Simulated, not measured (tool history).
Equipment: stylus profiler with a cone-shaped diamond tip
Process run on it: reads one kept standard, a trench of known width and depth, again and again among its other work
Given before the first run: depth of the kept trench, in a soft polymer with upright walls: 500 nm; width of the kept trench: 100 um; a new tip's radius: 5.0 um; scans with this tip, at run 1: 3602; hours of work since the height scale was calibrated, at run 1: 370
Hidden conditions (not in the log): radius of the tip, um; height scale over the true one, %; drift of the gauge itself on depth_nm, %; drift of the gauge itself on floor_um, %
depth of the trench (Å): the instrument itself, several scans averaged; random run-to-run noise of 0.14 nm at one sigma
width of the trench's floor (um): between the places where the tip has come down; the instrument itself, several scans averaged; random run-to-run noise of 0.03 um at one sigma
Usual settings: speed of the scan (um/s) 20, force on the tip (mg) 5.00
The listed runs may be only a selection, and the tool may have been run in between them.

| run | day | speed of the scan (um/s) | force on the tip (mg) | scans with this tip | hours of work since the height scale was calibrated | depth of the trench (Å) | width of the trench's floor (um) |
|---|---|---|---|---|---|---|---|
| 1 | 0.000 | 20 | 5.00 | 3602 | 370 | 5109.6 | 95.09 |
| 2 | 1.538 | 20 | 5.00 | 3840 | 395 | 5111.0 | 94.93 |
| 3 | 2.321 | 20 | 9.03 | 3960 | 407 | 5161.3 | 94.99 |
| 4 | 3.746 | 20 | 5.00 | 4180 | 430 | 5112.3 | 95.00 |
| 5 | 4.817 | 20 | 5.00 | 4346 | 447 | 5111.1 | 94.94 |
| 6 | 5.850 | 20 | 5.00 | 4506 | 463 | 5112.6 | 94.94 |
| 7 | 7.183 | 8 | 11.33 | 4712 | 484 | 5187.0 | 95.03 |
| 8 | 8.579 | 42 | 2.00 | 4927 | 506 | 5065.4 | 94.69 |
|  | 8.708 | height scale calibrated on a step standard |
| 9 | 10.121 | 28 | 14.72 | 5162 | 22 | 5227.8 | 94.87 |
| 10 | 11.392 | 19 | 3.19 | 5358 | 43 | 5093.0 | 94.81 |
| 11 | 12.283 | 19 | 3.19 | 5496 | 57 | 5093.2 | 94.77 |

Had the tool no unlogged condition, and each run kept its random variation, what would the results have been?
| run | depth of the trench (Å) | width of the trench's floor (um) |
|---|---|---|
| 1 | 5103.3 | 95.62 |
| 2 | 5104.2 | 95.49 |
| 3 | 5154.2 | 95.56 |
| 4 | 5104.7 | 95.60 |
| 5 | 5103.1 | 95.56 |
| 6 | 5104.3 | 95.57 |
| 7 | 5178.1 | 95.68 |
| 8 | 5056.2 | 95.37 |
| 9 | 5212.9 | 95.58 |
| 10 | 5078.1 | 95.54 |
| 11 | 5077.9 | 95.52 |
